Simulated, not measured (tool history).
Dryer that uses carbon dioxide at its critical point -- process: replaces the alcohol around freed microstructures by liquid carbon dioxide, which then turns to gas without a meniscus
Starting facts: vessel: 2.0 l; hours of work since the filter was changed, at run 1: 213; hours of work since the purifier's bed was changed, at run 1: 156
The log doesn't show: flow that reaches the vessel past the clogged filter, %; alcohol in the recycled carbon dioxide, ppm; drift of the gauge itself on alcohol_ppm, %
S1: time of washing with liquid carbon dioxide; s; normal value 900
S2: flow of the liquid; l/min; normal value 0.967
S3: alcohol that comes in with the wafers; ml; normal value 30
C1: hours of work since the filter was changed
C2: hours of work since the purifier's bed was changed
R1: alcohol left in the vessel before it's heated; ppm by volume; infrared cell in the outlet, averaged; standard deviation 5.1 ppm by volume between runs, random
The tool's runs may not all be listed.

run	hour	S1	S2	S3	C1	C2	R1
1	0	900	0.967	30	213	156	102
# hour 6.5: inlet filter changed
2	7.2	900	0.967	30	0	158	68
3	17	900	0.967	30	3	161	73
4	27.2	900	1.46	30	7	165	16
5	40.5	960	0.967	30	11	169	61
6	53.9	900	0.967	30	16	174	74
7	65.1	900	0.967	30	19	177	67
8	78.3	1080	0.967	30	24	182	33
9	91.8	900	0.967	30	28	186	71
10	104	900	0.833	30	32	190	149
11	112.2	900	0.833	30	35	193	150
12	120.4	960	0.833	30	38	196	113
13	130.7	900	0.967	30	41	199	70
14	142.4	900	0.967	30	45	203	79
15	154.6	900	0.967	30	49	207	75
16	167.6	840	0.967	30	53	211	112
17	179.9	840	0.967	27	57	215	107
18	191.1	900	0.967	116	61	219	254
19	204.3	900	0.967	30	65	223	89
20	216.3	900	0.967	30	69	227	84
21	226.8	900	0.967	30	73	231	86
22	235.4	900	0.967	30	76	234	87
23	241.4	900	0.967	30	78	236	81
24	250.7	900	0.967	30	81	239	75
25	264.7	600	1.321	35	85	243	132
26	278.2	600	1.321	35	90	248	128
27	289.2	600	1.321	35	94	251	132
28	298.1	900	0.967	60	96	254	159
29	308.4	1200	1.417	30	100	258	29
30	317.8	1200	1.417	30	103	261	21
31	330	600	0.967	30	107	265	444
32	341.2	600	0.734	73	111	269	2499
33	353	1260	1.439	79	115	273	21
34	360.2	1260	1.439	79	117	275	26
35	371.1	1260	1.439	79	121	279	17
36	381.9	1260	1.439	79	124	282	25
37	391.8	1320	0.967	78	127	285	41
38	401.8	780	0.967	27	131	289	155
39	407.6	780	1.18	27	133	291	65
40	416.8	840	0.704	85	136	294	1218
41	430.7	840	0.704	85	140	298	1276
42	440.6	900	1.537	30	144	302	24
43	448.8	900	0.702	30	146	304	374
44	456.2	840	1.154	25	149	307	60
45	464.4	660	0.967	30	152	309	319
46	475.4	660	0.967	30	155	313	320
47	483.4	900	0.84	30	158	316	177
48	494.4	900	0.84	30	161	319	189

Same runs, no hidden state in the tool, same run-to-run variation:
run	R1
1	56
2	58
3	63
4	7
5	50
6	61
7	53
8	21
9	56
10	129
11	129
12	94
13	52
14	61
15	56
16	90
17	84
18	207
19	67
20	61
21	62
22	63
23	56
24	50
25	99
26	93
27	96
28	116
29	13
30	6
31	364
32	2183
33	5
34	10
35	1
36	8
37	20
38	107
39	36
40	974
41	1016
42	6
43	281
44	31
45	234
46	231
47	116
48	127
